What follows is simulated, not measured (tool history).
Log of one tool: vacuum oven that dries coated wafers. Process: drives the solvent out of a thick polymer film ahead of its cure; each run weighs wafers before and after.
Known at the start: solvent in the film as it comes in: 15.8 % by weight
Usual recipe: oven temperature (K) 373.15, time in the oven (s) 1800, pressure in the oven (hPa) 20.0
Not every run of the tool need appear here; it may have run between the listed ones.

{"run": 1, "hour": 0.0, "oven temperature (K)": 373.15, "time in the oven (s)": 1800, "pressure in the oven (hPa)": 20.0, "solvent left in the film (%)": 2.94}
{"run": 2, "hour": 11.3, "oven temperature (K)": 373.15, "time in the oven (s)": 1260, "pressure in the oven (hPa)": 20.0, "solvent left in the film (%)": 3.67}
{"run": 3, "hour": 24.1, "oven temperature (K)": 373.15, "time in the oven (s)": 1260, "pressure in the oven (hPa)": 10.5, "solvent left in the film (%)": 2.67}
{"run": 4, "hour": 35.2, "oven temperature (K)": 373.15, "time in the oven (s)": 1800, "pressure in the oven (hPa)": 20.0, "solvent left in the film (%)": 2.88}
{"run": 5, "hour": 48.7, "oven temperature (K)": 373.15, "time in the oven (s)": 1080, "pressure in the oven (hPa)": 20.0, "solvent left in the film (%)": 4.12}
{"run": 6, "hour": 60.5, "oven temperature (K)": 373.15, "time in the oven (s)": 1680, "pressure in the oven (hPa)": 20.0, "solvent left in the film (%)": 2.97}
{"run": 7, "hour": 73.6, "oven temperature (K)": 373.15, "time in the oven (s)": 1800, "pressure in the oven (hPa)": 20.0, "solvent left in the film (%)": 2.98}
{"run": 8, "hour": 84.9, "oven temperature (K)": 373.15, "time in the oven (s)": 1800, "pressure in the oven (hPa)": 20.0, "solvent left in the film (%)": 2.97}
{"run": 9, "hour": 98.6, "oven temperature (K)": 373.15, "time in the oven (s)": 1800, "pressure in the oven (hPa)": 20.0, "solvent left in the film (%)": 2.89}
{"run": 10, "hour": 109.0, "oven temperature (K)": 373.15, "time in the oven (s)": 1800, "pressure in the oven (hPa)": 20.0, "solvent left in the film (%)": 2.86}
{"run": 11, "hour": 118.5, "oven temperature (K)": 373.15, "time in the oven (s)": 1680, "pressure in the oven (hPa)": 20.0, "solvent left in the film (%)": 3.02}
{"run": 12, "hour": 126.0, "oven temperature (K)": 373.15, "time in the oven (s)": 1680, "pressure in the oven (hPa)": 20.0, "solvent left in the film (%)": 3.03}
{"run": 13, "hour": 135.6, "oven temperature (K)": 373.15, "time in the oven (s)": 1800, "pressure in the oven (hPa)": 20.0, "solvent left in the film (%)": 2.93}
{"run": 14, "hour": 144.5, "oven temperature (K)": 373.15, "time in the oven (s)": 1800, "pressure in the oven (hPa)": 20.0, "solvent left in the film (%)": 2.91}
{"run": 15, "hour": 151.4, "oven temperature (K)": 373.15, "time in the oven (s)": 1800, "pressure in the oven (hPa)": 20.0, "solvent left in the film (%)": 2.94}
{"run": 16, "hour": 161.9, "oven temperature (K)": 373.15, "time in the oven (s)": 1860, "pressure in the oven (hPa)": 20.0, "solvent left in the film (%)": 2.9}
{"run": 17, "hour": 173.6, "oven temperature (K)": 373.15, "time in the oven (s)": 1860, "pressure in the oven (hPa)": 20.0, "solvent left in the film (%)": 2.78}
{"run": 18, "hour": 183.4, "oven temperature (K)": 373.15, "time in the oven (s)": 1860, "pressure in the oven (hPa)": 20.0, "solvent left in the film (%)": 2.85}
{"run": 19, "hour": 194.2, "oven temperature (K)": 373.15, "time in the oven (s)": 1860, "pressure in the oven (hPa)": 20.0, "solvent left in the film (%)": 2.79}
{"run": 20, "hour": 202.7, "oven temperature (K)": 373.15, "time in the oven (s)": 1860, "pressure in the oven (hPa)": 20.0, "solvent left in the film (%)": 2.87}
{"run": 21, "hour": 214.2, "oven temperature (K)": 373.15, "time in the oven (s)": 1860, "pressure in the oven (hPa)": 20.0, "solvent left in the film (%)": 3.25}
{"run": 22, "hour": 223.5, "oven temperature (K)": 373.15, "time in the oven (s)": 1800, "pressure in the oven (hPa)": 20.0, "solvent left in the film (%)": 3.3}
{"run": 23, "hour": 233.2, "oven temperature (K)": 373.15, "time in the oven (s)": 1800, "pressure in the oven (hPa)": 27.2, "solvent left in the film (%)": 4.07}
{"run": 24, "hour": 239.1, "oven temperature (K)": 373.15, "time in the oven (s)": 2100, "pressure in the oven (hPa)": 27.2, "solvent left in the film (%)": 3.98}
{"run": 25, "hour": 252.2, "oven temperature (K)": 366.15, "time in the oven (s)": 1800, "pressure in the oven (hPa)": 20.0, "solvent left in the film (%)": 4.55}
{"run": 26, "hour": 260.9, "oven temperature (K)": 368.15, "time in the oven (s)": 2940, "pressure in the oven (hPa)": 16.9, "solvent left in the film (%)": 2.99}
{"run": 27, "hour": 266.8, "oven temperature (K)": 368.15, "time in the oven (s)": 2940, "pressure in the oven (hPa)": 16.9, "solvent left in the film (%)": 2.99}
{"run": 28, "hour": 275.5, "oven temperature (K)": 375.15, "time in the oven (s)": 2700, "pressure in the oven (hPa)": 16.9, "solvent left in the film (%)": 2.16}
{"run": 29, "hour": 289.4, "oven temperature (K)": 375.15, "time in the oven (s)": 2700, "pressure in the oven (hPa)": 16.9, "solvent left in the film (%)": 2.22}
{"run": 30, "hour": 301.6, "oven temperature (K)": 375.15, "time in the oven (s)": 2700, "pressure in the oven (hPa)": 16.9, "solvent left in the film (%)": 2.19}
{"run": 31, "hour": 315.0, "oven temperature (K)": 380.15, "time in the oven (s)": 1800, "pressure in the oven (hPa)": 20.0, "solvent left in the film (%)": 2.26}
{"run": 32, "hour": 324.8, "oven temperature (K)": 380.15, "time in the oven (s)": 1800, "pressure in the oven (hPa)": 20.0, "solvent left in the film (%)": 2.3}
{"run": 33, "hour": 339.1, "oven temperature (K)": 387.15, "time in the oven (s)": 3180, "pressure in the oven (hPa)": 12.4, "solvent left in the film (%)": 1.08}
{"run": 34, "hour": 350.5, "oven temperature (K)": 360.15, "time in the oven (s)": 1920, "pressure in the oven (hPa)": 12.4, "solvent left in the film (%)": 4.52}
{"run": 35, "hour": 361.3, "oven temperature (K)": 360.15, "time in the oven (s)": 1920, "pressure in the oven (hPa)": 12.4, "solvent left in the film (%)": 4.47}
{"run": 36, "hour": 371.3, "oven temperature (K)": 383.15, "time in the oven (s)": 1320, "pressure in the oven (hPa)": 20.0, "solvent left in the film (%)": 2.35}
{"run": 37, "hour": 383.8, "oven temperature (K)": 383.15, "time in the oven (s)": 1320, "pressure in the oven (hPa)": 20.0, "solvent left in the film (%)": 2.3}
{"run": 38, "hour": 392.1, "oven temperature (K)": 376.15, "time in the oven (s)": 1560, "pressure in the oven (hPa)": 28.3, "solvent left in the film (%)": 3.93}
{"run": 39, "hour": 401.9, "oven temperature (K)": 376.15, "time in the oven (s)": 1560, "pressure in the oven (hPa)": 28.3, "solvent left in the film (%)": 3.93}
{"run": 40, "hour": 412.3, "oven temperature (K)": 376.15, "time in the oven (s)": 1560, "pressure in the oven (hPa)": 55.5, "solvent left in the film (%)": 6.95}
{"run": 41, "hour": 423.8, "oven temperature (K)": 376.15, "time in the oven (s)": 1560, "pressure in the oven (hPa)": 55.5, "solvent left in the film (%)": 6.93}
{"run": 42, "hour": 437.9, "oven temperature (K)": 373.15, "time in the oven (s)": 1020, "pressure in the oven (hPa)": 19.1, "solvent left in the film (%)": 4.58}
{"run": 43, "hour": 444.5, "oven temperature (K)": 375.15, "time in the oven (s)": 1800, "pressure in the oven (hPa)": 20.0, "solvent left in the film (%)": 2.92}
{"run": 44, "hour": 456.7, "oven temperature (K)": 375.15, "time in the oven (s)": 1560, "pressure in the oven (hPa)": 20.0, "solvent left in the film (%)": 3.17}
{"run": 45, "hour": 464.5, "oven temperature (K)": 361.15, "time in the oven (s)": 1800, "pressure in the oven (hPa)": 25.2, "solvent left in the film (%)": 6.74}
{"run": 46, "hour": 470.3, "oven temperature (K)": 361.15, "time in the oven (s)": 1800, "pressure in the oven (hPa)": 20.0, "solvent left in the film (%)": 5.79}
{"run": 47, "hour": 482.1, "oven temperature (K)": 383.15, "time in the oven (s)": 900, "pressure in the oven (hPa)": 20.4, "solvent left in the film (%)": 3.22}

Not shown: 2 entries that the log had between the listed runs. Between which runs, and how does the tool's hidden state differ before and after?
Logged between run 16 and run 17: oven's thermocouples calibrated (hour 164.7)
  true wafer temperature over the reading, C: 1.86 -> 2.23; true pressure over the reading, kPa: 0.079 -> 0.082
  what was measured, less what the result would be without the hidden state, solvent left in the film (%): -0.17 -> -0.22
Logged between run 20 and run 21: oven's thermocouples calibrated, once more (hour 208.2)
  true wafer temperature over the reading, C: 2.27 -> -0.18; true pressure over the reading, kPa: 0.089 -> 0.091
  what was measured, less what the result would be without the hidden state, solvent left in the film (%): -0.22 -> +0.14
